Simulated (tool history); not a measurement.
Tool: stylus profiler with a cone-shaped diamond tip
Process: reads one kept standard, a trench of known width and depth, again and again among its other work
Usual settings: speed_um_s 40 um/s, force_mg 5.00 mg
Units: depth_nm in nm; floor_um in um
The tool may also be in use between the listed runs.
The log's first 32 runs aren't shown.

run    hour  speed_um_s  force_mg  depth_nm  floor_um
 33   915.0          40      2.06    507.80     26.45
 34   938.5         132     12.11    522.82     26.44
      966.0  -- height scale calibrated on a step standard
 35   969.3          68      7.24    515.24     26.49
 36  1005.1          14      2.27    507.12     26.52
 37  1032.2          14      2.18    506.99     26.58
 38  1057.9          46      3.09    508.58     26.46
 39  1097.5          94      5.55    512.97     26.41
 40  1137.1          94      5.55    513.08     26.40
 41  1165.1          56      3.20    509.07     26.41
 42  1191.6          13      2.14    506.84     26.49
 43  1219.5         105      2.14    506.72     26.26
 44  1249.9          58      4.73    511.71     26.38
 45  1272.0          59      4.36    511.26     26.34
 46  1297.3          59      4.36    511.07     26.42

Forecast each of these 5 alternatives for the next run:
  A  1331.1          59      4.36         ?         ?
  B  1331.1          53      2.88         ?         ?
  C  1331.1          15      1.80         ?         ?
  D  1331.1          79      4.69         ?         ?
  E  1331.1          11      5.00         ?         ?

run  depth_nm  floor_um
  A    511.03     26.31
  B    508.61     26.38
  C    506.55     26.43
  D    511.99     26.38
  E    512.45     26.42
Without the tool's hidden state the same runs would have given:
run  depth_nm  floor_um
  A    510.69     26.82
  B    508.27     26.89
  C    506.21     26.94
  D    511.65     26.90
  E    512.11     26.94
